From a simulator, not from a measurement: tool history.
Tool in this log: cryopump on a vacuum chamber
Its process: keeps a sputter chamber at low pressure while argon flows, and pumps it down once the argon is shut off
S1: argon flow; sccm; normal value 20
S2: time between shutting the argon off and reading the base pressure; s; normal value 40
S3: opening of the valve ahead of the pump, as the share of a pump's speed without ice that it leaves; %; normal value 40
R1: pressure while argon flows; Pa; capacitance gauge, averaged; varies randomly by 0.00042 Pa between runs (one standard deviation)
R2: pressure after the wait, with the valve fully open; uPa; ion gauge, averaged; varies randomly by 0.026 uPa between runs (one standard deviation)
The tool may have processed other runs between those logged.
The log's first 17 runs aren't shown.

{"run": 18, "hour": 1211.0, "S1": 20, "S2": 40, "S3": 40, "R1": 0.0357, "R2": 1.32}
{"run": 19, "hour": 1307.4, "S1": 26, "S2": 40, "S3": 40, "R1": 0.0459, "R2": 1.36}
{"run": 20, "hour": 1403.9, "S1": 18, "S2": 44, "S3": 17, "R1": 0.0752, "R2": 1.39}
{"run": 21, "hour": 1460.7, "S1": 20, "S2": 258, "S3": 40, "R1": 0.0358, "R2": 0.73}
{"run": 22, "hour": 1513.6, "S1": 8, "S2": 294, "S3": 36, "R1": 0.016, "R2": 0.73}
{"run": 23, "hour": 1581.4, "S1": 8, "S2": 157, "S3": 34, "R1": 0.0164, "R2": 0.88}
{"run": 24, "hour": 1672.4, "S1": 8, "S2": 157, "S3": 34, "R1": 0.0172, "R2": 0.98}
{"run": 25, "hour": 1781.8, "S1": 8, "S2": 157, "S3": 34, "R1": 0.0173, "R2": 1.04}
{"run": 26, "hour": 1881.7, "S1": 10, "S2": 22, "S3": 24, "R1": 0.031, "R2": 2.65}
{"run": 27, "hour": 1940.1, "S1": 10, "S2": 22, "S3": 24, "R1": 0.0305, "R2": 2.7}
{"hour": 2007.2, "done": "pump warmed up, emptied and cooled again"}
{"run": 28, "hour": 2028.7, "S1": 10, "S2": 22, "S3": 24, "R1": 0.0279, "R2": 2.63}
{"run": 29, "hour": 2082.9, "S1": 20, "S2": 40, "S3": 34, "R1": 0.0419, "R2": 1.81}
{"run": 30, "hour": 2146.4, "S1": 20, "S2": 40, "S3": 34, "R1": 0.0416, "R2": 1.84}
{"run": 31, "hour": 2242.2, "S1": 22, "S2": 63, "S3": 19, "R1": 0.0797, "R2": 1.59}
{"run": 32, "hour": 2310.1, "S1": 39, "S2": 157, "S3": 40, "R1": 0.0698, "R2": 1.24}
{"run": 33, "hour": 2420.1, "S1": 8, "S2": 157, "S3": 40, "R1": 0.0141, "R2": 1.34}

Forecast each of these 5 alternatives for the next run:
{"run": "A", "hour": 2512.7, "S1": 8, "S2": 46, "S3": 40, "R1": "?", "R2": "?"}
{"run": "B", "hour": 2512.7, "S1": 9, "S2": 157, "S3": 40, "R1": "?", "R2": "?"}
{"run": "C", "hour": 2512.7, "S1": 20, "S2": 157, "S3": 16, "R1": "?", "R2": "?"}
{"run": "D", "hour": 2512.7, "S1": 36, "S2": 73, "S3": 40, "R1": "?", "R2": "?"}
{"run": "E", "hour": 2512.7, "S1": 15, "S2": 270, "S3": 40, "R1": "?", "R2": "?"}

run=A R1=0.0143 R2=1.96
run=B R1=0.0163 R2=1.37
run=C R1=0.0869 R2=1.39
run=D R1=0.0653 R2=1.66
run=E R1=0.0274 R2=1.28
Without the tool's unlogged condition, the same runs would have read:
run=A R1=0.0137 R2=0.95
run=B R1=0.0156 R2=0.38
run=C R1=0.0855 R2=0.37
run=D R1=0.0627 R2=0.64
run=E R1=0.0263 R2=0.27

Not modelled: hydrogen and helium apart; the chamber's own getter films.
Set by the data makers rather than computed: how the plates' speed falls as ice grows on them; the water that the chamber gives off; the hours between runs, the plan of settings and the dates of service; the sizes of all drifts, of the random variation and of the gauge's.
